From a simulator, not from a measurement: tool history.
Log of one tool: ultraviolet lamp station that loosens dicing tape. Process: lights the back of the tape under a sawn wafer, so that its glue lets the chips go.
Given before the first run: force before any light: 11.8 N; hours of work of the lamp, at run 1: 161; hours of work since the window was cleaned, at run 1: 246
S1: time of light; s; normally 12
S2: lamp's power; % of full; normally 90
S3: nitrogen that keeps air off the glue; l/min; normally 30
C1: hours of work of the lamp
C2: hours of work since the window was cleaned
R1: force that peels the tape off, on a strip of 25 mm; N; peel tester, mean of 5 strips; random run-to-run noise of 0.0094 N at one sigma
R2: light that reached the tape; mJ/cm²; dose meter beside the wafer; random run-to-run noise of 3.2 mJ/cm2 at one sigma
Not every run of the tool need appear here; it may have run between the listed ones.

| run | hour | S1 | S2 | S3 | C1 | C2 | R1 | R2 |
|---|---|---|---|---|---|---|---|---|
| 1 | 0.0 | 12 | 90 | 30 | 161 | 246 | 0.558 | 436 |
| 2 | 20.6 | 12 | 90 | 30 | 174 | 260 | 0.571 | 428 |
| 3 | 39.5 | 12 | 90 | 30 | 187 | 272 | 0.587 | 429 |
| 4 | 50.4 | 12 | 90 | 30 | 194 | 279 | 0.591 | 431 |
| 5 | 71.0 | 12 | 90 | 30 | 207 | 293 | 0.576 | 429 |
| 6 | 82.7 | 12 | 90 | 30 | 215 | 300 | 0.614 | 424 |
| 7 | 100.6 | 12 | 90 | 30 | 227 | 312 | 0.639 | 424 |
| 8 | 115.6 | 12 | 90 | 43 | 237 | 322 | 0.476 | 417 |
| 9 | 131.3 | 12 | 90 | 30 | 247 | 332 | 0.649 | 419 |

Predict the results of run 10:
| 10 | 141.3 | 6 | 90 | 28 | 253 | 338 | ? | ? |

{"run 10": {"R1": 2.639, "R2": 206}}
Were there no unlogged condition in the tool, this run, its random variation unchanged, would have produced R1 1.879 N, R2 255 mJ/cm².
